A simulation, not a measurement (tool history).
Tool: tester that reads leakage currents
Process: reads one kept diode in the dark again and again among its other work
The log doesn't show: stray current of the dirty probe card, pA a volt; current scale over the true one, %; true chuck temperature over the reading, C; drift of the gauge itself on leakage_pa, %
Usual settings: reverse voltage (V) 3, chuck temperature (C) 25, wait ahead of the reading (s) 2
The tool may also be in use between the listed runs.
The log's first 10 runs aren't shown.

run      day  reverse voltage (V)  chuck temperature (C)  wait ahead of the reading (s)  hours of work since the probe card was cleaned  hours of work since the tester was calibrated  hours of work since the chuck was calibrated  current that the tester gives (pA)
 11   35.346                    3                     25                              2                                             579                                           1062                                           436                               84.95
 12   37.875                    3                     25                           1.92                                             610                                           1093                                           467                               84.72
 13   40.767                    3                     25                           1.92                                             646                                           1129                                           503                               84.58
 14   43.575                16.71                     25                              2                                             680                                           1163                                           537                              195.89
 15   47.375                12.07                     25                              2                                             727                                           1210                                           584                              165.92
 16   52.271                12.07                     25                           0.43                                             787                                           1271                                           644                              166.55
 17   56.833                    3                     25                            5.6                                             844                                           1327                                           701                               83.19
 18   60.379                    3                     25                           0.82                                             887                                           1370                                           744                               82.68
 19   63.996                 3.53                     27                           1.74                                             932                                           1415                                           789                              103.49
 20   67.492                    3                     25                           1.25                                             975                                           1458                                           832                               82.49
 21   72.238                13.48                     47                           0.66                                            1034                                           1517                                           891                              785.56
      72.592  -- tester calibrated
 22   76.212                13.48                     56                           0.31                                            1082                                             45                                           939                             1389.47
 23   79.592                13.48                     56                           0.31                                            1123                                             86                                           980                             1376.82
      82.983  -- tester calibrated, once more
 24   83.962                13.48                     52                           9.95                                            1176                                             12                                          1033                             1064.18
 25   88.625                 13.4                     25                           0.62                                            1234                                             70                                          1091                              170.22
 26   93.467                10.63                     38                           0.37                                            1293                                            129                                          1150                              377.52
 27   98.196                10.63                     38                           0.37                                            1352                                            188                                          1209                              374.13
 28  101.979                 2.95                     25                            3.8                                            1398                                            234                                          1255                               79.08
 29  105.046                  1.9                     25                           4.04                                            1436                                            272                                          1293                               63.53
 30   108.95                 7.35                     41                           5.27                                            1484                                            320                                          1341                               378.4
 31  113.058                    3                     22                           1.74                                            1535                                            371                                          1392                                63.3
 32  116.767                    3                     22                           1.74                                            1581                                            416                                          1438                               62.64

Forecast each of these 4 alternatives for the next run:
  A  120.004                 8.95                     22                           1.74                                            1620                                            456                                          1477                                   ?
  B  120.004                 1.53                     22                           1.12                                            1620                                            456                                          1477                                   ?
  C  120.004                    3                     25                           0.52                                            1620                                            456                                          1477                                   ?
  D  120.004                    3                     24                           1.74                                            1620                                            456                                          1477                                   ?

run  current that the tester gives (pA)
  A                              109.08
  B                               44.89
  C                               78.52
  D                               72.96
Without the tool's hidden state the same runs would have given:
run  current that the tester gives (pA)
  A                              118.33
  B                               50.71
  C                               88.09
  D                               81.75

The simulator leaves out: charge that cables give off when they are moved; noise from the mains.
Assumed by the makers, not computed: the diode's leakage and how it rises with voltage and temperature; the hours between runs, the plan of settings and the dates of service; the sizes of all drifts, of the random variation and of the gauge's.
